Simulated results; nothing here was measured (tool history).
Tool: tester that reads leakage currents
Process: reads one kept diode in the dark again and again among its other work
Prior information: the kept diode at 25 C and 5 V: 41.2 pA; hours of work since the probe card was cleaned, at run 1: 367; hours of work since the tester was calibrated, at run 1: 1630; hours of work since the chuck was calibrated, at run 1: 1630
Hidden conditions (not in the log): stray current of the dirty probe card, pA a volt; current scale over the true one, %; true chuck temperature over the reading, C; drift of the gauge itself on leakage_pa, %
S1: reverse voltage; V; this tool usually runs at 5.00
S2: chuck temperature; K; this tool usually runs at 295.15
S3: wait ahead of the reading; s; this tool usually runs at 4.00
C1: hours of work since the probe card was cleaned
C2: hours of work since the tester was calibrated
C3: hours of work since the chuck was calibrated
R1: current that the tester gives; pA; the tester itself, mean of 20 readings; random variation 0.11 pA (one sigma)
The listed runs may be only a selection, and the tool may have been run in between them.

run	hour	S1	S2	S3	C1	C2	C3	R1
1	0.0	5.00	295.15	4.00	367	1630	1630	36.21
2	39.6	5.00	295.15	4.00	390	1653	1653	36.25
3	83.4	5.00	295.15	0.69	415	1678	1678	38.90
4	104.8	5.00	295.15	4.00	427	1691	1691	36.62
5	145.6	5.00	295.15	4.00	451	1714	1714	36.72
6	194.6	1.21	295.15	4.00	479	1743	1743	21.79
7	241.0	1.21	295.15	4.00	506	1769	1769	21.67
8	290.5	5.00	295.15	2.86	534	1798	1798	37.19
9	331.8	5.00	295.15	4.00	558	1822	1822	37.06
10	373.3	5.00	297.15	4.00	582	1846	1846	43.58
11	411.2	2.29	297.15	4.00	604	1867	1867	32.48
12	447.5	2.29	297.15	4.00	625	1888	1888	32.52
13	490.7	2.29	297.15	4.00	650	1913	1913	32.47
14	530.6	2.29	297.15	4.00	673	1936	1936	32.75
15	563.9	5.00	295.15	0.77	692	1955	1955	39.35
16	605.6	5.00	295.15	4.00	716	1980	1980	37.87
17	642.9	5.00	295.15	4.00	738	2001	2001	37.60
18	689.6	2.72	295.15	4.00	765	2028	2028	30.01
19	737.5	2.72	295.15	4.00	792	2056	2056	29.94
# hour 745.4: chuck's temperature calibrated
# hour 764.0: tester calibrated
20	792.2	5.00	310.15	4.00	821	16	26	109.81
21	827.5	2.31	310.15	0.31	842	37	46	86.05
22	848.6	1.94	295.15	2.69	854	49	58	24.37
23	885.6	1.94	295.15	2.69	875	70	80	24.39
24	927.6	5.00	323.15	0.43	899	94	104	284.92
25	971.0	5.77	317.15	9.07	924	119	129	193.26
26	992.4	5.00	301.15	1.49	937	132	141	56.97
27	1019.6	16.78	311.15	2.51	953	147	157	189.13
28	1047.6	5.00	295.15	5.52	969	164	173	35.58
29	1095.5	4.24	304.15	4.00	996	191	201	66.71
30	1121.7	11.61	304.15	0.61	1011	206	216	105.25
31	1148.8	5.00	325.15	6.76	1027	222	232	325.01
32	1192.5	1.29	309.15	0.39	1052	247	257	63.61
33	1242.2	5.00	303.15	4.00	1081	276	285	66.10
34	1286.2	2.15	327.15	2.91	1106	301	311	276.18
35	1310.7	3.41	304.15	4.00	1120	315	325	61.86
36	1344.4	2.46	318.15	3.81	1140	335	344	154.25
37	1374.2	3.30	321.15	0.32	1157	352	362	215.77
38	1407.5	5.00	312.15	4.00	1176	371	381	129.99
39	1436.2	5.00	305.15	0.40	1193	388	397	81.97

5 ways to go on from here, each from the tool as it stands after run 39. What would each give?
A	1457.3	9.34	327.15	1.62	1205	400	409	?
B	1457.3	11.60	294.15	0.49	1205	400	409	?
C	1457.3	5.00	295.15	1.42	1205	400	409	?
D	1457.3	7.19	295.15	4.00	1205	400	409	?
E	1457.3	4.05	298.15	0.40	1205	400	409	?

run	R1
A	465.79
B	57.39
C	37.41
D	42.78
E	45.65
The same runs, with their run-to-run variation unchanged, on a tool lacking any hidden condition would have given:
run	R1
A	452.79
B	48.72
C	33.38
D	37.16
E	42.17
